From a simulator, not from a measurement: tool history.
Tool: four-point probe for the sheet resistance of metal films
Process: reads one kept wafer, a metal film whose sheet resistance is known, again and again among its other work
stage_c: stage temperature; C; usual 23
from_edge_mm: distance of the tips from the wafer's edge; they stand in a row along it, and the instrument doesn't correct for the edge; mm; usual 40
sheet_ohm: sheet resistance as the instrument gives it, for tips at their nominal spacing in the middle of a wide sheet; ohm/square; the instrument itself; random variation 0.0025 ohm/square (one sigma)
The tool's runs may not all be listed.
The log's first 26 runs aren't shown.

run,hour,stage_c,from_edge_mm,sheet_ohm
27,436.6,22,40,12.537708
28,452.8,22,5,12.603372
29,475.8,33,6,12.617126
30,493.4,22,3,12.720118
31,515.9,26,15,12.55243
32,534.2,26,41,12.546652
33,555.2,19,3,12.699585
34,579.2,24,12,12.547544
35,590.5,24,8,12.561315
36,614.6,27,15,12.555394
37,633.5,27,15,12.553076
38,653.5,27,40,12.550101
39,666.6,27,40,12.550504
40,679,20,5,12.586869
41,694.3,20,5,12.58765
42,710.2,20,5,12.585057
43,728.5,20,5,12.589833
44,743.9,22,12,12.538641
45,757.8,20,5,12.590938
46,779.8,20,5,12.590142

3 ways to go on from here, each from the tool as it stands after run 46. What would each give?
A,797,31,5,?
B,797,20,32,?
C,797,26,40,?

run,sheet_ohm
A,12.62918
B,12.521947
C,12.542572
Without the tool's hidden state the same runs would have given:
run,sheet_ohm
A,12.619528
B,12.511803
C,12.532732
